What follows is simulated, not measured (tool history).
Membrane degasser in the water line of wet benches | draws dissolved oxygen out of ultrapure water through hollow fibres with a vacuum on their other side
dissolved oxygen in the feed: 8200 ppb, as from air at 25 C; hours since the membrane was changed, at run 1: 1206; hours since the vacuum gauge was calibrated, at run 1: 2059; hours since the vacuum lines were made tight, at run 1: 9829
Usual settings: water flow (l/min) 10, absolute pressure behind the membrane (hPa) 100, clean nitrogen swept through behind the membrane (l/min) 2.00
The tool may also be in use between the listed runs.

run   hour  water flow (l/min)  absolute pressure behind the membrane (hPa)  clean nitrogen swept through behind the membrane (l/min)  hours since the membrane was changed  hours since the vacuum gauge was calibrated  hours since the vacuum lines were made tight  dissolved oxygen in the water behind the degasser (ppb)  pressure that the water loses in the fibres (hPa)
  1    0.0                  10                                          100                                                      2.00                                  1206                                         2059                                          9829                                                    221.3                                              640.3
  2   29.8                  10                                          100                                                      1.01                                  1236                                         2089                                          9859                                                    299.5                                              640.6
  3   63.5                  10                                          100                                                      2.00                                  1269                                         2123                                          9893                                                    223.2                                              644.4
  4  110.3                  10                                          100                                                      2.00                                  1316                                         2169                                          9939                                                    226.0                                              638.6
  5  143.4                  10                                          100                                                      1.90                                  1349                                         2203                                          9973                                                    229.8                                              640.5
  6  190.8                  10                                          100                                                      2.00                                  1397                                         2250                                         10020                                                    225.1                                              643.2
  7  224.1                  10                                          100                                                      2.00                                  1430                                         2283                                         10053                                                    223.8                                              638.9
  8  274.2                  15                                          100                                                      2.00                                  1480                                         2333                                         10103                                                    439.6                                              961.2
  9  299.7                  15                                          100                                                      2.00                                  1506                                         2359                                         10129                                                    449.0                                              966.4
 10  347.4                  15                                          100                                                      2.00                                  1553                                         2407                                         10177                                                    447.8                                              959.2
 11  394.9                  15                                          100                                                      2.00                                  1601                                         2454                                         10224                                                    445.6                                              955.0
 12  436.4                  12                                          100                                                      1.50                                  1642                                         2496                                         10266                                                    340.0                                              764.3
 13  474.5                  14                                          100                                                      1.50                                  1680                                         2534                                         10304                                                    424.9                                              896.1
 14  516.7                   7                                          180                                                      2.03                                  1723                                         2576                                         10346                                                    182.0                                              448.3
 15  553.2                   7                                          180                                                      2.03                                  1759                                         2612                                         10382                                                    182.5                                              448.5
 16  587.3                  11                                           87                                                      1.66                                  1793                                         2647                                         10417                                                    267.8                                              704.8
 17  631.4                   8                                          158                                                      5.99                                  1837                                         2691                                         10461                                                    126.0                                              513.8
 18  671.6                  10                                          100                                                      2.00                                  1877                                         2731                                         10501                                                    222.3                                              640.8
 19  718.5                  10                                          100                                                      2.00                                  1924                                         2778                                         10548                                                    223.7                                              641.5

Forecast each of these 5 alternatives for the next run:
  A  745.9                  16                                          131                                                      2.97                                  1952                                         2805                                         10575                                                        ?                                                  ?
  B  745.9                   7                                          100                                                      4.21                                  1952                                         2805                                         10575                                                        ?                                                  ?
  C  745.9                   9                                          131                                                      2.00                                  1952                                         2805                                         10575                                                        ?                                                  ?
  D  745.9                  10                                          100                                                      0.97                                  1952                                         2805                                         10575                                                        ?                                                  ?
  E  745.9                   7                                          100                                                      2.00                                  1952                                         2805                                         10575                                                        ?                                                  ?

run  dissolved oxygen in the water behind the degasser (ppb)  pressure that the water loses in the fibres (hPa)
  A                                                    495.4                                             1027.2
  B                                                     86.3                                              450.6
  C                                                    219.5                                              580.4
  D                                                    303.4                                              639.9
  E                                                    116.4                                              446.4
Without the tool's hidden state the same runs would have given:
run  dissolved oxygen in the water behind the degasser (ppb)  pressure that the water loses in the fibres (hPa)
  A                                                    495.2                                             1027.0
  B                                                     86.2                                              450.5
  C                                                    219.3                                              580.3
  D                                                    303.1                                              639.8
  E                                                    116.2                                              446.4

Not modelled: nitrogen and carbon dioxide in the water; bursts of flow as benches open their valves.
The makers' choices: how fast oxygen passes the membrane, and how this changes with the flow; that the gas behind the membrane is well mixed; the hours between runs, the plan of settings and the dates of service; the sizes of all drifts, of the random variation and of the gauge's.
